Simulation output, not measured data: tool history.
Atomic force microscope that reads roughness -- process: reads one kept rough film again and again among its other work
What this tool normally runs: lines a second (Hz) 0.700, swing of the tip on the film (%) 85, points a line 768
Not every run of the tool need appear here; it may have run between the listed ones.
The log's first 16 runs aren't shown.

run	day	lines a second (Hz)	swing of the tip on the film (%)	points a line	roughness of the kept film (nm (root mean square))
17	6.050	0.700	58	768	3.444
18	6.542	1.242	58	762	3.275
19	6.971	1.327	90	768	2.923
20	7.417	2.254	85	702	2.729
21	7.738	0.920	70	765	2.914
22	8.100	0.920	74	765	2.810
23	8.508	0.920	74	765	2.721
24	8.750	0.920	74	765	2.647
25	9.150	0.549	60	419	2.645
26	9.400	0.562	66	356	2.543
27	9.862	0.562	66	356	2.463
28	10.350	0.562	66	356	2.399
29	10.771	0.536	56	288	2.312
30	11.171	0.536	58	355	2.256

Below are 4 alternative next runs, each starting from the tool's condition after run 30. Predict each:
A	11.421	2.212	63	954	?
B	11.421	2.257	74	355	?
C	11.421	0.536	68	688	?
D	11.421	1.874	57	960	?

run	roughness of the kept film (nm (root mean square))
A	2.197
B	2.099
C	2.254
D	2.236
What these runs would have given with no unlogged condition in the tool:
run	roughness of the kept film (nm (root mean square))
A	3.980
B	3.802
C	4.078
D	4.048
